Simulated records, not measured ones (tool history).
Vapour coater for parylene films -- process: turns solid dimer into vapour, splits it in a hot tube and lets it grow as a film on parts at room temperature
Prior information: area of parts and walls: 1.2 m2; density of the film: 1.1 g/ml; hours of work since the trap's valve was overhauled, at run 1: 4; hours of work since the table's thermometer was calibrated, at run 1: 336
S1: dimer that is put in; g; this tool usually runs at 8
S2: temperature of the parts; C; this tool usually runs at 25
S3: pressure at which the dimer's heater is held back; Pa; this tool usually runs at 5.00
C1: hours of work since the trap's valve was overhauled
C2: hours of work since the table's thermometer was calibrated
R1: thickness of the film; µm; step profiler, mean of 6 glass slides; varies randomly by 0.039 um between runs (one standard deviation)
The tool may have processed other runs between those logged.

run,day,S1,S2,S3,C1,C2,R1
1,0.000,8,25,5.00,4,336,4.20
2,0.604,7,25,5.00,13,345,3.55
3,1.254,7,25,5.00,23,354,3.53
4,1.962,7,25,5.00,33,365,3.60
5,2.946,3,25,5.00,48,380,1.51
6,3.812,3,23,5.00,61,392,1.64
7,4.692,8,25,5.00,74,405,4.00
8,5.283,8,25,5.00,82,414,3.96
9,5.854,8,25,11.37,91,423,3.38
10,6.929,8,25,5.00,107,439,3.97
11,7.808,8,25,8.47,120,452,3.50
12,8.617,8,25,8.47,132,464,3.47
13,9.538,8,25,8.47,145,477,3.50
14,10.021,8,25,8.47,153,484,3.46
15,10.788,8,25,8.47,164,496,3.38
16,11.717,8,25,8.47,178,510,3.35
17,12.300,8,25,8.47,186,518,3.44
18,12.862,8,30,5.00,195,527,2.85
19,13.838,8,30,5.00,209,541,2.90
20,14.521,8,30,5.00,219,551,2.89
21,15.088,8,30,5.00,228,559,2.85
22,16.138,8,30,5.00,243,575,2.82
23,16.908,8,30,5.00,255,586,2.81
24,17.808,8,27,3.55,268,600,3.44
25,18.371,8,33,5.00,276,608,2.39
26,18.858,8,20,9.86,284,615,3.92
# day 19.267: trap's valve overhauled
27,19.512,11,20,9.86,4,623,6.42
28,20.233,11,20,9.86,14,633,6.31
29,20.854,6,18,9.86,24,642,3.79
30,21.533,5,22,4.46,34,653,2.98
31,22.225,8,25,5.00,44,663,4.02
32,23.317,8,33,5.00,60,679,2.67
33,24.058,4,25,5.00,71,690,1.98
34,25.008,4,25,5.00,85,704,2.00
35,25.571,4,25,5.00,93,712,1.96
36,26.279,11,24,5.00,104,723,5.65
37,26.917,8,23,4.94,113,732,4.22
38,27.708,7,24,2.79,125,744,3.96
39,28.571,7,22,2.79,138,757,4.26
40,29.125,7,29,2.98,146,765,2.97
41,30.083,13,25,5.00,160,779,6.01
42,30.871,6,23,6.17,172,791,2.97
43,31.929,6,23,6.17,188,807,3.01
44,32.479,3,34,6.98,196,815,0.87
45,33.100,13,34,9.38,205,824,3.43
46,34.071,5,25,5.00,219,838,2.27

Each row is a separate what-if for the run after 46, all from the same tool condition, not one after another. Results?
A,35.154,8,25,3.55,235,854,?
B,35.154,4,29,3.41,235,854,?
C,35.154,11,33,4.56,235,854,?
D,35.154,8,27,4.40,235,854,?

run,R1
A,3.87
B,1.56
C,3.37
D,3.36
With the hidden condition removed and each run's random variation left untouched, the same runs would have given:
run,R1
A,4.51
B,1.82
C,3.94
D,3.91

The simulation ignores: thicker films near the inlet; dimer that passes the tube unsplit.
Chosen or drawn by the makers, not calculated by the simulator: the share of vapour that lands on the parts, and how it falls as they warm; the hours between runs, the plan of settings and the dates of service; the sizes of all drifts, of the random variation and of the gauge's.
